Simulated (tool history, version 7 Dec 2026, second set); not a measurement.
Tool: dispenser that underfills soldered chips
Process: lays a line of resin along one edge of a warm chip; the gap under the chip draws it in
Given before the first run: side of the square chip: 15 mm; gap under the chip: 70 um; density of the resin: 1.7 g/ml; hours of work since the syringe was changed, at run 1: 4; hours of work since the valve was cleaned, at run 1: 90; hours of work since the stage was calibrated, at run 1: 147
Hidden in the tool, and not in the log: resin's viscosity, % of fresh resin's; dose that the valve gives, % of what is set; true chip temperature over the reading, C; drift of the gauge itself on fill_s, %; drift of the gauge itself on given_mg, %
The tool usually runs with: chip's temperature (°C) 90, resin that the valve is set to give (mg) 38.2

run   hour  chip's temperature (°C)  resin that the valve is set to give (mg)  hours of work since the syringe was changed  hours of work since the valve was cleaned  hours of work since the stage was calibrated  time until the resin shows at the far edge (s)  resin that the valve gave (mg)
  1      0                       90                                      38.2                                            4                                         90                                           147                                           219.4                           35.11
  2    2.7                       90                                      38.2                                            6                                         92                                           149                                           248.1                            35.1
       3.3  -- new syringe of resin
  3    6.8                       90                                      38.2                                            2                                         95                                           152                                           199.9                           35.11
  4    9.8                       98                                      38.2                                            5                                         97                                           154                                           185.2                           35.01
      12.8  -- new syringe of resin
  5   13.9                       98                                      46.4                                            1                                        100                                           157                                           137.2                           42.01
  6   17.7                       98                                        48                                            3                                        102                                           159                                           161.1                           43.71
  7   20.9                       98                                        48                                            6                                        104                                           162                                           183.5                           43.53
      22.5  -- new syringe of resin
      27.1  -- dispensing valve cleaned and set on the balance
  8   27.1                       81                                      38.2                                            2                                          0                                           165                                           244.7                           38.17
  9   30.5                       86                                      38.2                                            5                                          2                                           168                                           245.9                           38.24
      32.9  -- new syringe of resin
 10   35.9                       90                                      38.2                                            2                                          6                                           171                                           186.3                           38.13
 11   41.4                       82                                      38.2                                            6                                         10                                           175                                           310.2                           38.22
      42.6  -- new syringe of resin
 12   47.3                       82                                      38.2                                            3                                         14                                           179                                           255.5                           37.74
      52.1  -- new syringe of resin
 13   53.5                       82                                      38.2                                            1                                         18                                           183                                           220.6                           37.68
 14   58.8                       99                                      38.2                                            5                                         22                                           187                                           170.8                           37.55
      61.6  -- new syringe of resin
 15   64.7                       99                                      38.2                                            2                                         26                                           191                                           145.5                           37.35
 16   70.3                       90                                      42.1                                            6                                         30                                           195                                             238                            41.1
        71  -- new syringe of resin
 17   75.5                       90                                      34.4                                            3                                         33                                           198                                           207.9                           33.82
 18   78.8                       97                                      38.2                                            5                                         35                                           200                                           190.7                           37.19
      80.6  -- new syringe of resin
 19     85                       97                                      38.2                                            3                                         39                                           205                                           168.3                            36.9
 20   88.7                       97                                      38.2                                            6                                         42                                           207                                           197.8                           36.82
        90  -- new syringe of resin
 21   92.9                       81                                      42.2                                            2                                         45                                           210                                           242.3                           40.68
 22   98.8                       81                                      42.2                                            6                                         49                                           214                                           320.2                           40.81
      99.6  -- new syringe of resin
 23  103.9                       85                                      36.5                                            3                                         52                                           218                                           238.6                           34.67
 24  106.8                       98                                      40.1                                            5                                         54                                           220                                           186.7                           38.35
     109.4  -- new syringe of resin
 25  112.4                       75                                      49.5                                            2                                         58                                           223                                           292.5                           47.05
     118.8  -- new syringe of resin
 26  118.8                       75                                      49.5                                            0                                         62                                           228                                           256.7                            47.1
 27  121.9                       76                                      46.7                                            2                                         65                                           230                                           294.2                           43.98
 28  127.8                       76                                      46.7                                            6                                         69                                           234                                             372                           44.08
     128.7  -- new syringe of resin
 29  132.7                       98                                      40.2                                            3                                         72                                           237                                             154                           37.48
 30    136                       87                                      38.3                                            5                                         74                                           239                                           255.5                           36.21
     138.3  -- new syringe of resin
 31  140.1                       84                                      41.9                                            1                                         77                                           242                                           210.6                           39.25
 32  145.7                       93                                      46.2                                            5                                         81                                           246                                           205.1                           43.26
     147.7  -- new syringe of resin
 33  151.9                       97                                      33.1                                            3                                         85                                           250                                           173.2                           30.81
     157.3  -- new syringe of resin
 34  157.6                       97                                      33.1                                            0                                         89                                           254                                             148                           30.68
 35  163.8                      104                                      35.7                                            5                                         93                                           258                                           154.9                           32.78
     166.8  -- new syringe of resin
 36  170.8                      105                                      32.6                                            3                                         98                                           263                                           141.3                           29.99

What if the next run were any one of these 3? Each begins from the tool's condition after run 36:
     176.5  -- new syringe of resin
  A  177.7                       99                                      38.1                                            1                                        103                                           268                                               ?                               ?
     176.5  -- new syringe of resin
  B  177.7                      100                                      41.8                                            1                                        103                                           268                                               ?                               ?
     176.5  -- new syringe of resin
  C  177.7                       92                                      49.6                                            1                                        103                                           268                                               ?                               ?

run  time until the resin shows at the far edge (s)  resin that the valve gave (mg)
  A                                             139                           34.64
  B                                           129.6                           38.24
  C                                           161.5                           45.44
Without the tool's hidden state the same runs would have given:
run  time until the resin shows at the far edge (s)  resin that the valve gave (mg)
  A                                           121.8                           37.97
  B                                           114.4                           41.91
  C                                           143.6                           49.81
